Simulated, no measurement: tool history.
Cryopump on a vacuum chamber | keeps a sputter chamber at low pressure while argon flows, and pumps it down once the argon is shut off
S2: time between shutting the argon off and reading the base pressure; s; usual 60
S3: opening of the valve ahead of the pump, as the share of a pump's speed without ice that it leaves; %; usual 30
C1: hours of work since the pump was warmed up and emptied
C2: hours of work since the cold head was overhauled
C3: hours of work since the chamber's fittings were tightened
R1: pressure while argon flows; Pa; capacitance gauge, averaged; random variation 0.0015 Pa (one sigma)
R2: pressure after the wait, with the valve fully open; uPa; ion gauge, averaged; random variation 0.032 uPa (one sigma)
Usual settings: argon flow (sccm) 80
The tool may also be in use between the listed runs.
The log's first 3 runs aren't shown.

{"run": 4, "hour": 110.0, "argon flow (sccm)": 42, "S2": 60, "S3": 30, "C1": 342, "C2": 896, "C3": 342, "R1": 0.2005, "R2": 2.99}
{"run": 5, "hour": 162.6, "argon flow (sccm)": 42, "S2": 60, "S3": 30, "C1": 382, "C2": 935, "C3": 382, "R1": 0.2, "R2": 2.98}
{"run": 6, "hour": 191.5, "argon flow (sccm)": 42, "S2": 60, "S3": 30, "C1": 404, "C2": 957, "C3": 404, "R1": 0.2007, "R2": 3.14}
{"run": 7, "hour": 225.3, "argon flow (sccm)": 56, "S2": 60, "S3": 30, "C1": 430, "C2": 983, "C3": 430, "R1": 0.2706, "R2": 3.27}
{"run": 8, "hour": 273.7, "argon flow (sccm)": 56, "S2": 60, "S3": 30, "C1": 467, "C2": 1020, "C3": 467, "R1": 0.2749, "R2": 3.48}
{"run": 9, "hour": 303.2, "argon flow (sccm)": 56, "S2": 60, "S3": 30, "C1": 489, "C2": 1042, "C3": 489, "R1": 0.2733, "R2": 3.66}
{"run": 10, "hour": 345.3, "argon flow (sccm)": 56, "S2": 47, "S3": 30, "C1": 521, "C2": 1074, "C3": 521, "R1": 0.2777, "R2": 4.0}
{"hour": 356.2, "done": "pump warmed up, emptied and cooled again"}
{"run": 11, "hour": 400.0, "argon flow (sccm)": 56, "S2": 47, "S3": 30, "C1": 33, "C2": 1112, "C3": 559, "R1": 0.2512, "R2": 3.66}
{"run": 12, "hour": 443.9, "argon flow (sccm)": 56, "S2": 47, "S3": 30, "C1": 67, "C2": 1145, "C3": 592, "R1": 0.2548, "R2": 3.85}
{"run": 13, "hour": 479.9, "argon flow (sccm)": 56, "S2": 47, "S3": 30, "C1": 94, "C2": 1172, "C3": 619, "R1": 0.2552, "R2": 3.85}
{"run": 14, "hour": 517.9, "argon flow (sccm)": 56, "S2": 47, "S3": 30, "C1": 123, "C2": 1201, "C3": 648, "R1": 0.2553, "R2": 3.87}
{"run": 15, "hour": 549.4, "argon flow (sccm)": 56, "S2": 47, "S3": 30, "C1": 147, "C2": 1225, "C3": 672, "R1": 0.2561, "R2": 3.93}
{"run": 16, "hour": 572.0, "argon flow (sccm)": 80, "S2": 60, "S3": 30, "C1": 164, "C2": 1242, "C3": 689, "R1": 0.3694, "R2": 3.76}
{"run": 17, "hour": 601.8, "argon flow (sccm)": 92, "S2": 253, "S3": 26, "C1": 186, "C2": 1265, "C3": 712, "R1": 0.4877, "R2": 2.68}

Forecast run 18:
{"run": 18, "hour": 650.0, "argon flow (sccm)": 92, "S2": 253, "S3": 26, "C1": 223, "C2": 1301, "C3": 748, "R1": "?", "R2": "?"}

{"run 18": {"R1": 0.4909, "R2": 2.98}}
Without the tool's hidden state the same run would have given R1 0.4720 Pa, R2 0.62 uPa.

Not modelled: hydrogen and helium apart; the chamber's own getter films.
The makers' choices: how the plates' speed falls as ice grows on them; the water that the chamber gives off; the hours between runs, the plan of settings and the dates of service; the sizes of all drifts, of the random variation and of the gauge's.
